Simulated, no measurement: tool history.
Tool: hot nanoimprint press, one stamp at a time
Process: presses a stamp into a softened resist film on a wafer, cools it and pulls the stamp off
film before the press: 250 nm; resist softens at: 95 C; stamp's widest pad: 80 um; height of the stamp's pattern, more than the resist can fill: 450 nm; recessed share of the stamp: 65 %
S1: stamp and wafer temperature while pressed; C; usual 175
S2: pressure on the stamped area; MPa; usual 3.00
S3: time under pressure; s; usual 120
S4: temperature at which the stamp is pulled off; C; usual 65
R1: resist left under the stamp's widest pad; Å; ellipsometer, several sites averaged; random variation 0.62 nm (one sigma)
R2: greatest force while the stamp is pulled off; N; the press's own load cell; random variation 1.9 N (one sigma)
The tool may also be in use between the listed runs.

run 1 hour=0.0 | S1=175 S2=3.00 S3=120 S4=65 | R1=1171 R2=149
run 2 hour=8.1 | S1=175 S2=3.00 S3=120 S4=65 | R1=1159 R2=152
run 3 hour=16.3 | S1=175 S2=3.00 S3=120 S4=64 | R1=1168 R2=151
run 4 hour=24.9 | S1=175 S2=3.00 S3=120 S4=64 | R1=1166 R2=158
run 5 hour=34.3 | S1=175 S2=3.00 S3=157 S4=65 | R1=1049 R2=153
run 6 hour=40.2 | S1=175 S2=3.00 S3=157 S4=65 | R1=1061 R2=152
run 7 hour=46.3 | S1=175 S2=3.00 S3=157 S4=65 | R1=1047 R2=149
run 8 hour=53.7 | S1=175 S2=3.00 S3=157 S4=65 | R1=1053 R2=155
run 9 hour=61.3 | S1=175 S2=2.12 S3=157 S4=65 | R1=1224 R2=153
run 10 hour=67.7 | S1=175 S2=3.00 S3=120 S4=65 | R1=1169 R2=151
run 11 hour=74.3 | S1=175 S2=3.00 S3=120 S4=65 | R1=1173 R2=153
run 12 hour=84.9 | S1=175 S2=3.00 S3=120 S4=65 | R1=1174 R2=151
run 13 hour=92.2 | S1=175 S2=2.26 S3=156 S4=65 | R1=1214 R2=151
run 14 hour=101.7 | S1=175 S2=4.18 S3=120 S4=54 | R1=1008 R2=192
run 15 hour=107.6 | S1=175 S2=4.30 S3=191 S4=65 | R1=815 R2=152
run 16 hour=113.8 | S1=186 S2=2.84 S3=93 S4=67 | R1=893 R2=141
run 17 hour=120.9 | S1=186 S2=2.84 S3=93 S4=67 | R1=894 R2=143
run 18 hour=131.6 | S1=186 S2=2.55 S3=153 S4=60 | R1=776 R2=173
run 19 hour=141.3 | S1=186 S2=2.55 S3=153 S4=60 | R1=766 R2=173
run 20 hour=151.8 | S1=186 S2=2.55 S3=153 S4=50 | R1=774 R2=215
run 21 hour=156.9 | S1=182 S2=2.55 S3=153 S4=50 | R1=881 R2=212

3 ways to go on from here, each from the tool as it stands after run 21. What would each give?
run A hour=166.2 | S1=173 S2=3.84 S3=73 S4=50 | R1=? R2=?
run B hour=166.2 | S1=177 S2=3.00 S3=106 S4=65 | R1=? R2=?
run C hour=166.2 | S1=182 S2=4.39 S3=153 S4=68 | R1=? R2=?

run=A R1=1343 R2=216
run=B R1=1132 R2=152
run=C R1=678 R2=136
Without the tool's hidden state the same runs would have given:
run=A R1=1338 R2=215
run=B R1=1127 R2=151
run=C R1=675 R2=135
